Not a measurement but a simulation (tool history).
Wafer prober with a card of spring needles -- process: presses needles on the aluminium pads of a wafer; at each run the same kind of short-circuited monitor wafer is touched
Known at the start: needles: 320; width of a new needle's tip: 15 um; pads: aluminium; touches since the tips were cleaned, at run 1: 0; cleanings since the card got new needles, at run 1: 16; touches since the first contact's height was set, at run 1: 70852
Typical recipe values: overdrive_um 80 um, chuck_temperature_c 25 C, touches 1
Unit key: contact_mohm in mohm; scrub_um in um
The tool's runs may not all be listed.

run,hour,overdrive_um,chuck_temperature_c,touches,touches since the tips were cleaned,cleanings since the card got new needles,touches since the first contact's height was set,contact_mohm,scrub_um
1,0.0,80,25,1,0,16,70852,257,15.052
2,6.7,80,52,1,1532,16,72384,300,15.048
3,19.0,70,25,1,4363,16,75215,380,13.152
# hour 20.4: height of the first contact set anew
4,32.3,70,25,1,7364,16,2731,409,13.311
# hour 34.9: tips cleaned on abrasive film
5,44.8,80,25,1,2275,17,5588,316,15.189
6,54.3,80,25,1,4455,17,7768,348,15.187
7,66.9,80,25,1,7358,17,10671,371,15.181
# hour 68.2: tips cleaned on abrasive film
8,81.3,74,25,1,3013,18,13964,341,14.039
9,92.6,80,25,1,5610,18,16561,362,15.159
10,99.9,80,25,1,7274,18,18225,380,15.159
# hour 102.3: tips cleaned on abrasive film
11,114.1,80,25,1,2726,19,21481,326,15.151
12,125.8,80,25,2,5414,19,24169,320,15.156
# hour 136.4: tips cleaned on abrasive film
13,138.9,80,25,2,572,20,27149,266,15.137
14,153.7,80,25,2,3974,20,30551,307,15.131
15,167.7,80,25,2,7198,20,33775,325,15.130
# hour 170.4: tips cleaned on abrasive film
16,179.6,80,25,2,2099,21,36487,286,15.124
17,193.5,68,46,2,5304,21,39692,349,12.835
# hour 204.5: tips cleaned on abrasive film
18,209.2,70,39,2,1081,22,43283,284,13.204
19,216.4,77,41,3,2745,22,44947,282,14.513
20,224.4,87,65,2,4583,22,46785,311,16.416
# hour 238.9: tips cleaned on abrasive film
21,239.6,76,88,2,157,23,50255,279,14.321
22,247.9,65,88,1,2064,23,52162,364,12.230
23,255.9,94,49,2,3912,23,54010,294,17.753
24,264.6,94,97,2,5915,23,56013,315,17.742
# hour 272.9: tips cleaned on abrasive film
25,278.1,94,97,2,1213,24,59092,285,17.706
26,293.0,83,97,2,4634,24,62513,322,15.630
27,301.7,83,97,2,6625,24,64504,334,15.635

A few steps of contact_mohm between consecutive runs. Split each: what settings, incoming material and random variation would produce without the hidden state, and what is left over for the hidden state, along with gauge scatter present in only one of the two compared results (measured, and without hidden state):
Hidden state at play: debris on the tips, nm; way that the needles fall short of the set height, um; tips' diameter, um; drift of the gauge itself on contact_mohm, %; drift of the gauge itself on scrub_um, %.
Run 4 -> 5: overdrive_um 70 -> 80, tips cleaned on abrasive film. contact_mohm -93 mohm: hidden state -91, all else -2.
Run 21 -> 22: overdrive_um 76 -> 65, touches 2 -> 1. contact_mohm +85 mohm: hidden state +82, all else +3.
